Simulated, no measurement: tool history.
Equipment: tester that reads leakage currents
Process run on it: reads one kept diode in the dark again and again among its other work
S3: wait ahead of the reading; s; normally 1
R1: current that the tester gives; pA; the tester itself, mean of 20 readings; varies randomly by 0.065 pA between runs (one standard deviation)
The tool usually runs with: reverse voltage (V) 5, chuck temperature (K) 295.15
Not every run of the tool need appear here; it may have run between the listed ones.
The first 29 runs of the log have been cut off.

run 30 day=98.346 | reverse_voltage_(V)=1.58 chuck_temperature_(K)=327.15 S3=1.99 | R1=87.24
run 31 day=100.925 | reverse_voltage_(V)=12.27 chuck_temperature_(K)=305.15 S3=1.99 | R1=64.79
run 32 day=104.408 | reverse_voltage_(V)=12.27 chuck_temperature_(K)=305.15 S3=1.99 | R1=64.5
run 33 day=107.688 | reverse_voltage_(V)=12.27 chuck_temperature_(K)=305.15 S3=1.99 | R1=64.9
run 34 day=111.892 | reverse_voltage_(V)=1.68 chuck_temperature_(K)=302.15 S3=3.52 | R1=14.1
run 35 day=115.275 | reverse_voltage_(V)=4.78 chuck_temperature_(K)=295.15 S3=6.09 | R1=18.59
run 36 day=117.838 | reverse_voltage_(V)=4.78 chuck_temperature_(K)=295.15 S3=6.09 | R1=18.88
run 37 day=121.867 | reverse_voltage_(V)=4.94 chuck_temperature_(K)=306.15 S3=4.16 | R1=37.65
-- day=124.279 probe card cleaned and baked
run 38 day=125.512 | reverse_voltage_(V)=1.68 chuck_temperature_(K)=316.15 S3=0.84 | R1=36.1
run 39 day=128.808 | reverse_voltage_(V)=18.12 chuck_temperature_(K)=316.15 S3=7.43 | R1=137.76
run 40 day=133.188 | reverse_voltage_(V)=9.67 chuck_temperature_(K)=300.15 S3=2.73 | R1=27.04
run 41 day=137.992 | reverse_voltage_(V)=5 chuck_temperature_(K)=313.15 S3=1 | R1=53.08

Alternative continuations, all from the tool just after run 41; predict every row:
run A day=140.462 | reverse_voltage_(V)=18.12 chuck_temperature_(K)=295.15 S3=1 | R1=?
run B day=140.462 | reverse_voltage_(V)=14.71 chuck_temperature_(K)=295.15 S3=2.87 | R1=?
run C day=140.462 | reverse_voltage_(V)=5 chuck_temperature_(K)=304.15 S3=1 | R1=?

run=A R1=31.74
run=B R1=25.21
run=C R1=26.25
With no hidden state in the tool, these same runs would have given:
run=A R1=30.52
run=B R1=24.54
run=C R1=29.28
